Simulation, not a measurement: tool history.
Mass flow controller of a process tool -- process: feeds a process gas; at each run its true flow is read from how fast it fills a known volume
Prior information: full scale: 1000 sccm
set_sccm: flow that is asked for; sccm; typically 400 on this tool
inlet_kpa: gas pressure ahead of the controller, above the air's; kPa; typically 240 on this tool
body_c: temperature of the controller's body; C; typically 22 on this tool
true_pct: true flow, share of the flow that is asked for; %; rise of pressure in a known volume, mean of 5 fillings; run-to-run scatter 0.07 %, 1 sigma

run,day,set_sccm,inlet_kpa,body_c,true_pct
1,0.000,400,240,22,97.48
2,2.192,400,240,22,97.38
3,5.475,400,240,22,97.38
4,8.212,189,240,22,96.01
5,11.308,189,240,22,95.96
6,15.212,189,240,22,95.97
7,18.975,189,240,22,95.78
8,21.929,118,240,22,94.78
# day 22.258: controller's zero set anew
9,25.192,118,240,22,94.28
10,27.258,118,240,22,94.14
11,31.692,118,240,27,93.55
12,34.675,487,225,27,97.05
# day 37.683: controller's zero set anew, once more
13,38.154,147,240,22,96.85
14,40.642,147,240,22,96.80
15,43.667,660,231,22,98.65
16,46.342,400,221,27,97.27
17,50.242,257,154,37,95.67

Alternative continuations, all from the tool just after run 17; predict every row:
A,54.138,1000,203,32,?
B,54.138,456,154,37,?
C,54.138,257,212,23,?
D,54.138,184,154,37,?

run,true_pct
A,98.79
B,96.45
C,97.05
D,95.24
Stripped of hidden state, with their random variation kept, the same runs would have yielded:
run,true_pct
A,99.42
B,97.13
C,97.81
D,96.08
